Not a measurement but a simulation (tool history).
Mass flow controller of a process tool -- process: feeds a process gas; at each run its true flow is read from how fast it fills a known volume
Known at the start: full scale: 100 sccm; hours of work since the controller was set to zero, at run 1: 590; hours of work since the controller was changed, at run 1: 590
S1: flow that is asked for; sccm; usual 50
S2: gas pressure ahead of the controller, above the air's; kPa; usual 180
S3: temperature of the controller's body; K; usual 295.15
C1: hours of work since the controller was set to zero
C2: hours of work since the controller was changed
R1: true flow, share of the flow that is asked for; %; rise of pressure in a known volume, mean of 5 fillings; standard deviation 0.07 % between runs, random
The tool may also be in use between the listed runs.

{"run": 1, "hour": 0.0, "S1": 50, "S2": 180, "S3": 295.15, "C1": 590, "C2": 590, "R1": 99.1}
{"run": 2, "hour": 374.3, "S1": 50, "S2": 180, "S3": 295.15, "C1": 717, "C2": 717, "R1": 99.23}
{"run": 3, "hour": 675.3, "S1": 50, "S2": 180, "S3": 295.15, "C1": 819, "C2": 819, "R1": 99.19}
{"run": 4, "hour": 1013.4, "S1": 50, "S2": 197, "S3": 295.15, "C1": 934, "C2": 934, "R1": 99.13}
{"run": 5, "hour": 1393.5, "S1": 50, "S2": 197, "S3": 295.15, "C1": 1063, "C2": 1063, "R1": 99.26}
{"run": 6, "hour": 1655.5, "S1": 50, "S2": 197, "S3": 295.15, "C1": 1152, "C2": 1152, "R1": 99.19}
{"run": 7, "hour": 1963.7, "S1": 50, "S2": 197, "S3": 295.15, "C1": 1257, "C2": 1257, "R1": 99.1}
{"run": 8, "hour": 2131.3, "S1": 50, "S2": 197, "S3": 295.15, "C1": 1314, "C2": 1314, "R1": 99.14}
{"run": 9, "hour": 2374.8, "S1": 50, "S2": 180, "S3": 303.15, "C1": 1396, "C2": 1396, "R1": 99.6}
{"run": 10, "hour": 2540.9, "S1": 50, "S2": 180, "S3": 306.15, "C1": 1453, "C2": 1453, "R1": 99.8}
{"run": 11, "hour": 2827.7, "S1": 50, "S2": 180, "S3": 306.15, "C1": 1550, "C2": 1550, "R1": 99.76}
{"run": 12, "hour": 3058.8, "S1": 50, "S2": 180, "S3": 306.15, "C1": 1629, "C2": 1629, "R1": 99.73}
{"run": 13, "hour": 3323.0, "S1": 50, "S2": 180, "S3": 306.15, "C1": 1718, "C2": 1718, "R1": 99.79}
{"run": 14, "hour": 3512.1, "S1": 50, "S2": 180, "S3": 306.15, "C1": 1783, "C2": 1783, "R1": 99.75}
{"run": 15, "hour": 3709.5, "S1": 50, "S2": 165, "S3": 295.15, "C1": 1850, "C2": 1850, "R1": 99.37}
{"run": 16, "hour": 3911.1, "S1": 50, "S2": 180, "S3": 298.15, "C1": 1918, "C2": 1918, "R1": 99.52}
{"run": 17, "hour": 4249.7, "S1": 50, "S2": 180, "S3": 298.15, "C1": 2033, "C2": 2033, "R1": 99.47}
{"run": 18, "hour": 4423.8, "S1": 50, "S2": 256, "S3": 295.15, "C1": 2092, "C2": 2092, "R1": 99.18}
{"run": 19, "hour": 4733.9, "S1": 93, "S2": 180, "S3": 295.15, "C1": 2198, "C2": 2198, "R1": 100.22}
{"run": 20, "hour": 4965.4, "S1": 93, "S2": 180, "S3": 295.15, "C1": 2276, "C2": 2276, "R1": 100.3}
{"run": 21, "hour": 5238.4, "S1": 93, "S2": 180, "S3": 295.15, "C1": 2369, "C2": 2369, "R1": 100.35}
{"run": 22, "hour": 5577.5, "S1": 50, "S2": 172, "S3": 295.15, "C1": 2484, "C2": 2484, "R1": 99.32}
{"run": 23, "hour": 5867.9, "S1": 50, "S2": 172, "S3": 295.15, "C1": 2583, "C2": 2583, "R1": 99.32}
{"run": 24, "hour": 6195.1, "S1": 50, "S2": 180, "S3": 295.15, "C1": 2694, "C2": 2694, "R1": 99.45}
{"run": 25, "hour": 6540.1, "S1": 50, "S2": 180, "S3": 295.15, "C1": 2811, "C2": 2811, "R1": 99.51}
{"hour": 6559.8, "done": "controller's zero set anew"}
{"run": 26, "hour": 6909.2, "S1": 37, "S2": 180, "S3": 295.15, "C1": 119, "C2": 2936, "R1": 98.64}
{"run": 27, "hour": 7132.5, "S1": 37, "S2": 180, "S3": 295.15, "C1": 195, "C2": 3012, "R1": 98.78}
{"run": 28, "hour": 7497.2, "S1": 37, "S2": 180, "S3": 295.15, "C1": 318, "C2": 3136, "R1": 98.73}
{"run": 29, "hour": 7659.7, "S1": 37, "S2": 180, "S3": 295.15, "C1": 374, "C2": 3191, "R1": 98.69}
{"hour": 7883.4, "done": "controller's zero set anew, once more"}
{"run": 30, "hour": 8026.2, "S1": 37, "S2": 180, "S3": 295.15, "C1": 49, "C2": 3316, "R1": 99.99}
{"run": 31, "hour": 8245.2, "S1": 37, "S2": 143, "S3": 310.15, "C1": 123, "C2": 3390, "R1": 100.58}
{"run": 32, "hour": 8605.4, "S1": 24, "S2": 148, "S3": 293.15, "C1": 245, "C2": 3512, "R1": 99.77}
{"run": 33, "hour": 8765.3, "S1": 50, "S2": 174, "S3": 298.15, "C1": 300, "C2": 3567, "R1": 100.38}
{"run": 34, "hour": 8924.3, "S1": 50, "S2": 174, "S3": 298.15, "C1": 354, "C2": 3621, "R1": 100.35}
{"run": 35, "hour": 9131.7, "S1": 11, "S2": 226, "S3": 295.15, "C1": 424, "C2": 3691, "R1": 99.12}
{"run": 36, "hour": 9408.5, "S1": 11, "S2": 226, "S3": 295.15, "C1": 518, "C2": 3785, "R1": 99.08}
{"run": 37, "hour": 9790.8, "S1": 52, "S2": 217, "S3": 308.15, "C1": 648, "C2": 3915, "R1": 100.72}
{"run": 38, "hour": 10156.6, "S1": 48, "S2": 217, "S3": 309.15, "C1": 772, "C2": 4039, "R1": 100.77}
{"run": 39, "hour": 10346.2, "S1": 60, "S2": 169, "S3": 301.15, "C1": 837, "C2": 4104, "R1": 100.69}
{"run": 40, "hour": 10653.2, "S1": 60, "S2": 169, "S3": 301.15, "C1": 941, "C2": 4208, "R1": 100.71}
{"run": 41, "hour": 11011.9, "S1": 60, "S2": 169, "S3": 301.15, "C1": 1063, "C2": 4330, "R1": 100.87}
{"run": 42, "hour": 11187.5, "S1": 60, "S2": 169, "S3": 310.15, "C1": 1122, "C2": 4389, "R1": 101.25}
{"run": 43, "hour": 11348.9, "S1": 25, "S2": 151, "S3": 301.15, "C1": 1177, "C2": 4444, "R1": 100.06}
{"run": 44, "hour": 11715.6, "S1": 25, "S2": 151, "S3": 301.15, "C1": 1302, "C2": 4569, "R1": 100.0}
{"run": 45, "hour": 11954.0, "S1": 12, "S2": 150, "S3": 301.15, "C1": 1383, "C2": 4650, "R1": 99.36}
{"run": 46, "hour": 12123.5, "S1": 12, "S2": 150, "S3": 301.15, "C1": 1440, "C2": 4707, "R1": 99.11}
{"run": 47, "hour": 12461.4, "S1": 12, "S2": 150, "S3": 301.15, "C1": 1555, "C2": 4822, "R1": 99.24}

3 ways to go on from here, each from the tool as it stands after run 47. What would each give?
{"run": "A", "hour": 12625.3, "S1": 49, "S2": 169, "S3": 295.15, "C1": 1611, "C2": 4878, "R1": "?"}
{"run": "B", "hour": 12625.3, "S1": 26, "S2": 235, "S3": 302.15, "C1": 1611, "C2": 4878, "R1": "?"}
{"run": "C", "hour": 12625.3, "S1": 48, "S2": 180, "S3": 295.15, "C1": 1611, "C2": 4878, "R1": "?"}

run=A R1=100.48
run=B R1=99.77
run=C R1=100.28
With the hidden condition removed and each run's random variation left untouched, the same runs would have given:
run=A R1=99.27
run=B R1=98.84
run=C R1=99.07

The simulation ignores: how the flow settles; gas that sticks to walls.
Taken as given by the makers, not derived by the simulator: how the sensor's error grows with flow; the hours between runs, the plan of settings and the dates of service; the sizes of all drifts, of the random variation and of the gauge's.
